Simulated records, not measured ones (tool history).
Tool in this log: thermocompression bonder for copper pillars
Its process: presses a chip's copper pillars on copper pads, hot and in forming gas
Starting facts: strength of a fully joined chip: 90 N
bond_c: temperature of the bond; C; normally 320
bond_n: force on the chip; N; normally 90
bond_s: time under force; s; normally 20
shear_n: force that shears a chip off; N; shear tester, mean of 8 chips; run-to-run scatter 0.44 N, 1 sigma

run    day  bond_c  bond_n  bond_s  shear_n
  1  0.000     320      90      20     43.7
  2  0.721     320      90      20     43.3
  3  1.383     320      90      20     43.6
  4  1.754     320      90      20     43.7
  5  2.108     320     103      20     49.8
  6  2.692     320     103      20     49.6
  7  3.421     320     103      20     49.2
  8  3.875     320     103      20     49.6
  9  4.396     343     111      20     60.5
 10  4.762     343     111      20     59.3
 11  5.338     308      88      11     30.5

Branching from run 11: 4 alternative next runs. What would each branch give?
  A  5.929     305     134      32        ?
  B  5.929     293      84      47        ?
  C  5.929     308      56      26        ?
  D  5.929     320      90      48        ?

run  shear_n
  A     64.5
  B     44.8
  C     26.6
  D     58.0
What these runs would have given with no unlogged condition in the tool:
run  shear_n
  A     64.6
  B     44.9
  C     26.6
  D     58.2

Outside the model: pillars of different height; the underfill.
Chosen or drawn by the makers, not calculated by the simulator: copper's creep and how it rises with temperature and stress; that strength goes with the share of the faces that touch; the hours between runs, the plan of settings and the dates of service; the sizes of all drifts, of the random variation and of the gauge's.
